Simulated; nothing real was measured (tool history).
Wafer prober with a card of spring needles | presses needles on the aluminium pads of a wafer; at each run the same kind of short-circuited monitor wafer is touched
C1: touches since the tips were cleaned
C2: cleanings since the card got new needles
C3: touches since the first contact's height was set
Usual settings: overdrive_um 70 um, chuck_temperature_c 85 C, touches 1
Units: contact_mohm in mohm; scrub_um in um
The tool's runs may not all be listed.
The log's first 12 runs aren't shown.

{"run": 13, "hour": 78.9, "overdrive_um": 61, "chuck_temperature_c": 85, "touches": 1, "C1": 7476, "C2": 20, "C3": 5204, "contact_mohm": 222, "scrub_um": 9.52}
{"hour": 81.7, "done": "tips cleaned on abrasive film"}
{"run": 14, "hour": 83.8, "overdrive_um": 61, "chuck_temperature_c": 96, "touches": 1, "C1": 1072, "C2": 21, "C3": 7705, "contact_mohm": 221, "scrub_um": 9.47}
{"run": 15, "hour": 92.6, "overdrive_um": 61, "chuck_temperature_c": 96, "touches": 1, "C1": 5699, "C2": 21, "C3": 12332, "contact_mohm": 224, "scrub_um": 9.5}
{"hour": 98.6, "done": "tips cleaned on abrasive film"}
{"run": 16, "hour": 100.4, "overdrive_um": 61, "chuck_temperature_c": 96, "touches": 1, "C1": 950, "C2": 22, "C3": 16336, "contact_mohm": 223, "scrub_um": 9.48}
{"run": 17, "hour": 104.8, "overdrive_um": 70, "chuck_temperature_c": 69, "touches": 1, "C1": 3215, "C2": 22, "C3": 18601, "contact_mohm": 218, "scrub_um": 10.87}
{"run": 18, "hour": 109.3, "overdrive_um": 70, "chuck_temperature_c": 69, "touches": 1, "C1": 5615, "C2": 22, "C3": 21001, "contact_mohm": 214, "scrub_um": 10.9}
{"hour": 115.4, "done": "tips cleaned on abrasive film"}
{"run": 19, "hour": 115.4, "overdrive_um": 65, "chuck_temperature_c": 44, "touches": 1, "C1": 0, "C2": 23, "C3": 24130, "contact_mohm": 209, "scrub_um": 10.15}
{"run": 20, "hour": 120.9, "overdrive_um": 65, "chuck_temperature_c": 44, "touches": 1, "C1": 2834, "C2": 23, "C3": 26964, "contact_mohm": 213, "scrub_um": 10.11}
{"run": 21, "hour": 125.5, "overdrive_um": 65, "chuck_temperature_c": 44, "touches": 1, "C1": 5234, "C2": 23, "C3": 29364, "contact_mohm": 209, "scrub_um": 10.16}
{"hour": 132.7, "done": "tips cleaned on abrasive film"}
{"run": 22, "hour": 133.7, "overdrive_um": 74, "chuck_temperature_c": 44, "touches": 1, "C1": 529, "C2": 24, "C3": 33618, "contact_mohm": 212, "scrub_um": 11.56}
{"run": 23, "hour": 140.7, "overdrive_um": 88, "chuck_temperature_c": 42, "touches": 2, "C1": 4179, "C2": 24, "C3": 37268, "contact_mohm": 205, "scrub_um": 13.71}
{"run": 24, "hour": 148.8, "overdrive_um": 88, "chuck_temperature_c": 42, "touches": 2, "C1": 8416, "C2": 24, "C3": 41505, "contact_mohm": 207, "scrub_um": 13.75}
{"hour": 149.6, "done": "tips cleaned on abrasive film"}
{"run": 25, "hour": 156.5, "overdrive_um": 59, "chuck_temperature_c": 27, "touches": 2, "C1": 3611, "C2": 25, "C3": 45479, "contact_mohm": 210, "scrub_um": 9.26}
{"run": 26, "hour": 163.2, "overdrive_um": 72, "chuck_temperature_c": 85, "touches": 1, "C1": 7129, "C2": 25, "C3": 48997, "contact_mohm": 220, "scrub_um": 11.24}
{"hour": 166.8, "done": "tips cleaned on abrasive film"}
{"run": 27, "hour": 168.9, "overdrive_um": 72, "chuck_temperature_c": 85, "touches": 1, "C1": 1094, "C2": 26, "C3": 51895, "contact_mohm": 217, "scrub_um": 11.28}
{"run": 28, "hour": 177.7, "overdrive_um": 50, "chuck_temperature_c": 37, "touches": 1, "C1": 5699, "C2": 26, "C3": 56500, "contact_mohm": 215, "scrub_um": 7.86}
{"run": 29, "hour": 183.4, "overdrive_um": 70, "chuck_temperature_c": 106, "touches": 2, "C1": 8699, "C2": 26, "C3": 59500, "contact_mohm": 226, "scrub_um": 11}
{"hour": 184.1, "done": "tips cleaned on abrasive film"}
{"run": 30, "hour": 189.3, "overdrive_um": 70, "chuck_temperature_c": 106, "touches": 2, "C1": 2728, "C2": 27, "C3": 62513, "contact_mohm": 221, "scrub_um": 10.96}
{"run": 31, "hour": 195.8, "overdrive_um": 70, "chuck_temperature_c": 30, "touches": 1, "C1": 6100, "C2": 27, "C3": 65885, "contact_mohm": 207, "scrub_um": 11.01}
{"hour": 200.9, "done": "tips cleaned on abrasive film"}
{"run": 32, "hour": 201.2, "overdrive_um": 83, "chuck_temperature_c": 30, "touches": 1, "C1": 137, "C2": 28, "C3": 68647, "contact_mohm": 204, "scrub_um": 13.02}
{"run": 33, "hour": 208.7, "overdrive_um": 70, "chuck_temperature_c": 85, "touches": 1, "C1": 4094, "C2": 28, "C3": 72604, "contact_mohm": 220, "scrub_um": 11.02}

4 ways to go on from here, each from the tool as it stands after run 33. What would each give?
{"run": "A", "hour": 215.3, "overdrive_um": 83, "chuck_temperature_c": 85, "touches": 1, "C1": 7511, "C2": 28, "C3": 76021, "contact_mohm": "?", "scrub_um": "?"}
{"run": "B", "hour": 215.3, "overdrive_um": 60, "chuck_temperature_c": 62, "touches": 3, "C1": 7511, "C2": 28, "C3": 76021, "contact_mohm": "?", "scrub_um": "?"}
{"run": "C", "hour": 215.3, "overdrive_um": 87, "chuck_temperature_c": 85, "touches": 2, "C1": 7511, "C2": 28, "C3": 76021, "contact_mohm": "?", "scrub_um": "?"}
{"run": "D", "hour": 215.3, "overdrive_um": 56, "chuck_temperature_c": 34, "touches": 3, "C1": 7511, "C2": 28, "C3": 76021, "contact_mohm": "?", "scrub_um": "?"}

run=A contact_mohm=218 scrub_um=13
run=B contact_mohm=218 scrub_um=9.45
run=C contact_mohm=218 scrub_um=13.68
run=D contact_mohm=211 scrub_um=8.83
Without the tool's hidden state the same runs would have given:
run=A contact_mohm=217 scrub_um=12.74
run=B contact_mohm=217 scrub_um=9.26
run=C contact_mohm=218 scrub_um=13.4
run=D contact_mohm=211 scrub_um=8.65

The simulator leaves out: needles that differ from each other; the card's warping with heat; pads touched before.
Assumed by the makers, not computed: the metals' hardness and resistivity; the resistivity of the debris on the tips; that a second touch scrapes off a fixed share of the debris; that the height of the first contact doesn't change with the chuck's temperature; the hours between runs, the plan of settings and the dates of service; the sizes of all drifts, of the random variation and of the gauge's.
